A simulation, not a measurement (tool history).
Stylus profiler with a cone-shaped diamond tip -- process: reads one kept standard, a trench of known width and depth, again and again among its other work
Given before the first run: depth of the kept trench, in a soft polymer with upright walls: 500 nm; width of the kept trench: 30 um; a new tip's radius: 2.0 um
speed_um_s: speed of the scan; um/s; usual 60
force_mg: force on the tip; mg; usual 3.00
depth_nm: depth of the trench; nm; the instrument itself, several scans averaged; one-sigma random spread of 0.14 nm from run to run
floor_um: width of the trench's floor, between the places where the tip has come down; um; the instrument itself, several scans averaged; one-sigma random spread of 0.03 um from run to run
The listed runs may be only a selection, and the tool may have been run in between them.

run	hour	speed_um_s	force_mg	depth_nm	floor_um
1	0.0	60	3.00	506.89	26.76
2	49.5	76	3.00	506.90	26.77
3	104.8	76	3.00	507.03	26.75
4	156.5	76	3.00	506.67	26.74
5	183.9	76	3.00	507.04	26.72
6	216.6	60	3.00	506.63	26.80
7	251.2	60	3.00	506.83	26.75
8	300.5	60	3.00	506.81	26.75
9	355.8	60	3.00	506.79	26.69
10	396.0	60	3.00	506.80	26.71
11	421.7	60	3.00	506.89	26.73
12	463.4	60	3.00	506.76	26.73
13	491.4	60	3.00	506.82	26.61
14	539.3	230	3.00	506.71	26.13
15	576.7	224	3.00	506.42	26.14
16	602.5	224	3.00	506.84	26.13
17	627.6	224	3.00	507.04	26.12
18	675.4	224	3.00	506.88	26.17
19	718.7	178	3.00	506.51	26.21
20	751.5	178	3.00	506.35	26.23
21	785.6	178	3.00	506.79	26.23
22	822.5	178	3.00	506.33	26.25
23	849.7	178	3.00	506.93	26.20
24	895.9	178	3.00	506.84	26.20
25	940.4	57	5.12	510.00	26.62
26	968.9	33	1.54	503.95	26.61
27	1019.1	33	1.54	503.74	26.53
28	1042.1	33	1.54	503.90	26.53
29	1084.2	80	1.63	504.35	26.39
30	1116.2	102	1.05	502.72	26.19
31	1154.6	102	1.05	502.45	26.13
32	1204.4	145	3.68	507.24	26.19
33	1240.5	26	7.45	513.59	26.57
34	1274.8	53	5.11	510.70	26.52
35	1315.1	53	5.11	510.68	26.50
36	1354.2	122	1.53	504.63	26.10
37	1394.5	122	1.53	504.73	26.03
38	1425.9	68	2.21	506.06	26.35
39	1468.3	68	2.21	505.99	26.35
40	1518.9	131	2.15	506.03	26.12
41	1568.8	37	1.36	504.25	26.41
42	1602.6	37	1.36	504.01	26.39
43	1653.1	37	1.36	504.33	26.41
44	1702.5	37	1.36	504.26	26.40
45	1743.0	100	1.41	504.19	26.09
46	1771.2	100	1.41	504.20	26.10

The log once held 2 entries between its listed runs, left out of this copy. Where does each go, and what is different about the tool's unlogged condition between the listed run before it and the listed run after it?
Logged between run 29 and run 30: height scale calibrated on a step standard (hour 1087.6)
  radius of the tip, um: 3.01 -> 3.02; height scale over the true one, %: -0.187 -> -0.236
  measured value less the no-hidden-state value, depth_nm: -0.94 -> -1.18 nm; floor_um: -0.68 -> -0.69 um
Logged between run 32 and run 33: height scale calibrated on a step standard, once more (hour 1221.5)
  radius of the tip, um: 3.06 -> 3.08; height scale over the true one, %: -0.242 -> -0.02
  measured value less the no-hidden-state value, depth_nm: -1.22 -> -0.10 nm; floor_um: -0.71 -> -0.72 um
